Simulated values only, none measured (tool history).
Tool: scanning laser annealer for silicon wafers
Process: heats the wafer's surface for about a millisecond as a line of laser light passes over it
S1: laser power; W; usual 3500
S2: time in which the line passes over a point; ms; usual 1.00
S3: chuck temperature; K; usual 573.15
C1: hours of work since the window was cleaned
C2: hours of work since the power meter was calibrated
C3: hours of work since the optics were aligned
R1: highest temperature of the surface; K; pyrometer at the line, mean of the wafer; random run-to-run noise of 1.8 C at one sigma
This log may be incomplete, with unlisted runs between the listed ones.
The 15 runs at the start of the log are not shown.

run 16 hour=868.3 | S1=3500 S2=0.81 S3=573.15 | C1=284 C2=696 C3=433 | R1=1213.15
run 17 hour=913.2 | S1=3500 S2=1.00 S3=596.15 | C1=319 C2=732 C3=469 | R1=1294.15
run 18 hour=978.8 | S1=3500 S2=0.75 S3=537.15 | C1=372 C2=784 C3=521 | R1=1139.15
run 19 hour=1023.5 | S1=3313 S2=0.75 S3=536.15 | C1=407 C2=820 C3=557 | R1=1106.15
-- hour=1032.8 window over the wafer cleaned
run 20 hour=1074.0 | S1=3313 S2=0.86 S3=558.15 | C1=33 C2=858 C3=596 | R1=1201.15
run 21 hour=1162.9 | S1=3850 S2=1.02 S3=589.15 | C1=104 C2=929 C3=667 | R1=1384.15
run 22 hour=1244.9 | S1=3850 S2=1.02 S3=589.15 | C1=169 C2=995 C3=732 | R1=1379.15
run 23 hour=1321.7 | S1=3186 S2=0.93 S3=558.15 | C1=230 C2=1056 C3=793 | R1=1182.15
run 24 hour=1373.9 | S1=3186 S2=0.93 S3=558.15 | C1=272 C2=1097 C3=835 | R1=1176.15
run 25 hour=1425.2 | S1=3836 S2=0.82 S3=605.15 | C1=313 C2=1138 C3=876 | R1=1296.15
run 26 hour=1464.1 | S1=3205 S2=0.82 S3=610.15 | C1=344 C2=1169 C3=907 | R1=1192.15

Expected results for the next run?
run 27 hour=1514.1 | S1=3205 S2=0.82 S3=610.15 | C1=384 C2=1209 C3=947 | R1=?

{"run 27": {"R1": 1187.15}}
Were there no unlogged condition in the tool, this run, its random variation unchanged, would have produced R1 1227.15 K.
